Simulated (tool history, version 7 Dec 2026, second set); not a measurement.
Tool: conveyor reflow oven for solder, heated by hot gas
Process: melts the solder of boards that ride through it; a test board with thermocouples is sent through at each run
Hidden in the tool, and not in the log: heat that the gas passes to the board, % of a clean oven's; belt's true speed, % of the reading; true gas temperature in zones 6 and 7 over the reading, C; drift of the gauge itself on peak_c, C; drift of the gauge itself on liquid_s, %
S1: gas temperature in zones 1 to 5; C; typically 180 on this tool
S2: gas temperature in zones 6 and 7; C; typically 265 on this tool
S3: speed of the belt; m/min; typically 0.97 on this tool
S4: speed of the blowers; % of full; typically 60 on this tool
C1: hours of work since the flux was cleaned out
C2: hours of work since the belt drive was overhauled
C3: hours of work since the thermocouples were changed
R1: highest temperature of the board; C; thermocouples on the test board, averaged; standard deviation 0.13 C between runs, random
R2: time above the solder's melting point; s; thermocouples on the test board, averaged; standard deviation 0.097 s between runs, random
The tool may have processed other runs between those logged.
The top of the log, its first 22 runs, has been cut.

-- hour=280.5 flux residue cleaned out of gas plates and filters
run 23 hour=286.7 | S1=166 S2=261 S3=0.943 S4=70 | C1=5 C2=431 C3=332 | R1=242.4 R2=26.65
run 24 hour=296.1 | S1=166 S2=261 S3=1.061 S4=70 | C1=12 C2=439 C3=339 | R1=237.9 R2=20.54
run 25 hour=305.6 | S1=180 S2=264 S3=0.825 S4=60 | C1=20 C2=446 C3=347 | R1=249.9 R2=38.56
run 26 hour=314.8 | S1=185 S2=265 S3=0.992 S4=80 | C1=27 C2=454 C3=354 | R1=249.8 R2=32.98
run 27 hour=326.1 | S1=191 S2=265 S3=0.97 S4=74 | C1=36 C2=462 C3=363 | R1=250.8 R2=35.58
run 28 hour=335.3 | S1=191 S2=265 S3=0.97 S4=74 | C1=43 C2=470 C3=370 | R1=250.8 R2=35.55
run 29 hour=344.8 | S1=182 S2=265 S3=0.973 S4=73 | C1=50 C2=477 C3=378 | R1=248.5 R2=31.99
run 30 hour=359.3 | S1=182 S2=265 S3=0.847 S4=75 | C1=62 C2=488 C3=389 | R1=252.7 R2=39.83

Here are 5 independent what-if runs from the current tool condition. What would each one return?
run A hour=375.2 | S1=187 S2=276 S3=0.905 S4=60 | C1=74 C2=501 C3=401 | R1=? R2=?
run B hour=375.2 | S1=172 S2=265 S3=0.97 S4=51 | C1=74 C2=501 C3=401 | R1=? R2=?
run C hour=375.2 | S1=180 S2=265 S3=0.908 S4=56 | C1=74 C2=501 C3=401 | R1=? R2=?
run D hour=375.2 | S1=180 S2=261 S3=0.97 S4=59 | C1=74 C2=501 C3=401 | R1=? R2=?
run E hour=375.2 | S1=190 S2=271 S3=0.847 S4=75 | C1=74 C2=501 C3=401 | R1=? R2=?

run=A R1=257.9 R2=40.03
run=B R1=240.4 R2=24.66
run=C R1=246.4 R2=32.52
run=D R1=241.6 R2=27.68
run=E R1=259.5 R2=44.46
Without the tool's hidden state the same runs would have given:
run=A R1=257.1 R2=39.34
run=B R1=239.7 R2=24.03
run=C R1=245.6 R2=31.82
run=D R1=240.9 R2=27.05
run=E R1=258.5 R2=43.72
